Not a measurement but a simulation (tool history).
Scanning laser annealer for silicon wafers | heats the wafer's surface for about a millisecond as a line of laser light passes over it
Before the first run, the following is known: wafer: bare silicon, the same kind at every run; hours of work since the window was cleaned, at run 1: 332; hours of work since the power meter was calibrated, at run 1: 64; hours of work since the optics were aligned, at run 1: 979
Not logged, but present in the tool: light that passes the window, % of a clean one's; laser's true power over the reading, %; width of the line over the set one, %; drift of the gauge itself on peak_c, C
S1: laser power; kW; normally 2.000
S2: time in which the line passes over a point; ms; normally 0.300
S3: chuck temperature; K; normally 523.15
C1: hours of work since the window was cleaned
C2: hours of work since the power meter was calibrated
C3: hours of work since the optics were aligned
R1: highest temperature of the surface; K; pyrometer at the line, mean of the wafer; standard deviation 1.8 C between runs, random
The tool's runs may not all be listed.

Run 1, hour 0.0: usual settings; C1 332; C2 64; C3 979. Result: R1 1289.15 K.
Run 2, hour 10.3: usual settings; C1 337; C2 70; C3 984. Result: R1 1289.15 K.
Run 3, hour 19.0: usual settings but S1 1.918 kW; C1 342; C2 74; C3 989. Result: R1 1255.15 K.
Run 4, hour 24.2: usual settings; C1 345; C2 77; C3 992. Result: R1 1287.15 K.
Run 5, hour 30.6: usual settings; C1 348; C2 81; C3 995. Result: R1 1288.15 K.
Run 6, hour 41.1: usual settings but S3 551.15 K; C1 354; C2 86; C3 1001. Result: R1 1313.15 K.
Run 7, hour 51.3: usual settings but S2 0.273 ms; C1 359; C2 91; C3 1006. Result: R1 1250.15 K.
Run 8, hour 60.8: usual settings but S1 1.954 kW, S2 0.346 ms, S3 485.15 K; C1 364; C2 97; C3 1011. Result: R1 1291.15 K.
Run 9, hour 67.1: usual settings but S1 2.150 kW; C1 367; C2 100; C3 1014. Result: R1 1346.15 K.
Run 10, hour 77.2: usual settings but S1 2.059 kW, S3 504.15 K; C1 373; C2 105; C3 1020. Result: R1 1288.15 K.
Run 11, hour 86.8: usual settings but S1 2.100 kW, S2 0.342 ms, S3 511.15 K; C1 378; C2 110; C3 1025. Result: R1 1378.15 K.
Run 12, hour 97.7: usual settings but S1 1.761 kW, S2 0.241 ms, S3 489.15 K; C1 384; C2 116; C3 1031. Result: R1 1075.15 K.
Run 13, hour 106.7: usual settings but S1 1.761 kW, S2 0.241 ms, S3 489.15 K; C1 388; C2 121; C3 1035. Result: R1 1073.15 K.
Run 14, hour 115.2: usual settings but S1 1.876 kW, S2 0.252 ms, S3 489.15 K; C1 393; C2 125; C3 1040. Result: R1 1129.15 K.

Forecast each of these 4 alternatives for the next run:
Run A, hour 124.4: usual settings but S2 0.288 ms, S3 496.15 K; C1 398; C2 130; C3 1045. Result: R1 ?.
Run B, hour 124.4: usual settings but S1 1.876 kW, S2 0.319 ms, S3 522.15 K; C1 398; C2 130; C3 1045. Result: R1 ?.
Run C, hour 124.4: usual settings but S1 1.973 kW, S2 0.252 ms, S3 489.15 K; C1 398; C2 130; C3 1045. Result: R1 ?.
Run D, hour 124.4: usual settings but S1 1.876 kW, S2 0.235 ms, S3 551.15 K; C1 398; C2 130; C3 1045. Result: R1 ?.

run       R1
  A  1238.15
  B  1258.15
  C  1166.15
  D  1165.15
Without the tool's hidden state the same runs would have given:
run       R1
  A  1276.15
  B  1295.15
  C  1200.15
  D  1196.15

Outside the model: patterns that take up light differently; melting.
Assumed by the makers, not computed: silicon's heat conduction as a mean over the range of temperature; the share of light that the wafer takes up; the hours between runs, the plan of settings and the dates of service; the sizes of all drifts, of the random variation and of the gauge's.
